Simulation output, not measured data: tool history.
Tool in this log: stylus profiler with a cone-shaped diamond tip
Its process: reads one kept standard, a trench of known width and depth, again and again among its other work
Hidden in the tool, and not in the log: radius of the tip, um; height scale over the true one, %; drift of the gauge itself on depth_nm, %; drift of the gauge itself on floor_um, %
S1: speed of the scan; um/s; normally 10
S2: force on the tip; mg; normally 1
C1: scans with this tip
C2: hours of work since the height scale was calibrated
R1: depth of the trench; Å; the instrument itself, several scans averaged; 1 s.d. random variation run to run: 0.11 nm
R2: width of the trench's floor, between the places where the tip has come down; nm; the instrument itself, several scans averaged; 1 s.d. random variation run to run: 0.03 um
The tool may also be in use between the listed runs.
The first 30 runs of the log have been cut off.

Run 31, day 97.762: usual settings but S1 8 um/s, S2 1.27 mg; C1 17545; C2 1607. Result: R1 2008.2 Å, R2 98010 nm.
Run 32, day 102.104: usual settings but S1 34 um/s, S2 1.91 mg; C1 18138; C2 1662. Result: R1 2011.7 Å, R2 97800 nm.
Run 33, day 105.079: usual settings but S1 9 um/s, S2 1.07 mg; C1 18544; C2 1699. Result: R1 2008.3 Å, R2 97920 nm.
Run 34, day 109.192: usual settings but S1 9 um/s, S2 1.07 mg; C1 19106; C2 1751. Result: R1 2008.6 Å, R2 97950 nm.
Run 35, day 111.296: usual settings but S1 17 um/s, S2 2.65 mg; C1 19394; C2 1777. Result: R1 2014.6 Å, R2 97980 nm.
Run 36, day 115.429: usual settings but S1 17 um/s, S2 2.65 mg; C1 19958; C2 1829. Result: R1 2013.4 Å, R2 97960 nm.
Run 37, day 119.338: usual settings but S1 6 um/s, S2 0.41 mg; C1 20492; C2 1877. Result: R1 2005.5 Å, R2 97940 nm.
Run 38, day 123.408: usual settings but S1 20 um/s, S2 0.43 mg; C1 21048; C2 1928. Result: R1 2004.8 Å, R2 97740 nm.
Run 39, day 125.254: usual settings but S1 20 um/s, S2 0.43 mg; C1 21300; C2 1952. Result: R1 2002.8 Å, R2 97690 nm.
Run 40, day 127.833: usual settings but S1 20 um/s, S2 0.43 mg; C1 21653; C2 1984. Result: R1 2004.8 Å, R2 97760 nm.
Run 41, day 132.246: usual settings but S1 14 um/s, S2 0.73 mg; C1 22255; C2 2039. Result: R1 2005.5 Å, R2 97880 nm.
Run 42, day 135.229: usual settings but S2 1.21 mg; C1 22663; C2 2076. Result: R1 2009.8 Å, R2 97900 nm.
Run 43, day 138.438: usual settings but S1 3 um/s, S2 1.21 mg; C1 23101; C2 2116. Result: R1 2009.5 Å, R2 97990 nm.
Run 44, day 141.229: usual settings but S1 23 um/s, S2 1.55 mg; C1 23482; C2 2151. Result: R1 2008.8 Å, R2 97900 nm.
At day 142.671: height scale calibrated on a step standard.
Run 45, day 145.596: usual settings but S1 3 um/s, S2 1.15 mg; C1 24076; C2 37. Result: R1 2008.8 Å, R2 97980 nm.
Run 46, day 147.496: usual settings but S1 27 um/s, S2 1.1 mg; C1 24335; C2 60. Result: R1 2010.2 Å, R2 97770 nm.

Consider 3 possible next runs. They are alternatives, not a sequence: every one starts from the tool as it was left by run 46. What does each give?
At day 150.792: new tip fitted, height scale calibrated.
Run A, day 152.092: usual settings but S1 13 um/s, S2 0.48 mg; C1 177; C2 16. Result: R1 ?, R2 ?.
At day 150.792: new tip fitted, height scale calibrated.
Run B, day 152.092: usual settings but S1 5 um/s, S2 0.45 mg; C1 177; C2 16. Result: R1 ?, R2 ?.
At day 150.792: new tip fitted, height scale calibrated.
Run C, day 152.092: usual settings but S1 2 um/s; C1 177; C2 16. Result: R1 ?, R2 ?.

run      R1     R2
  A  2004.6  97870
  B  2006.2  97950
  C  2008.7  98020
Had the tool no hidden state, the same runs would have come out as:
run      R1     R2
  A  2004.6  97870
  B  2006.2  97950
  C  2008.6  98020
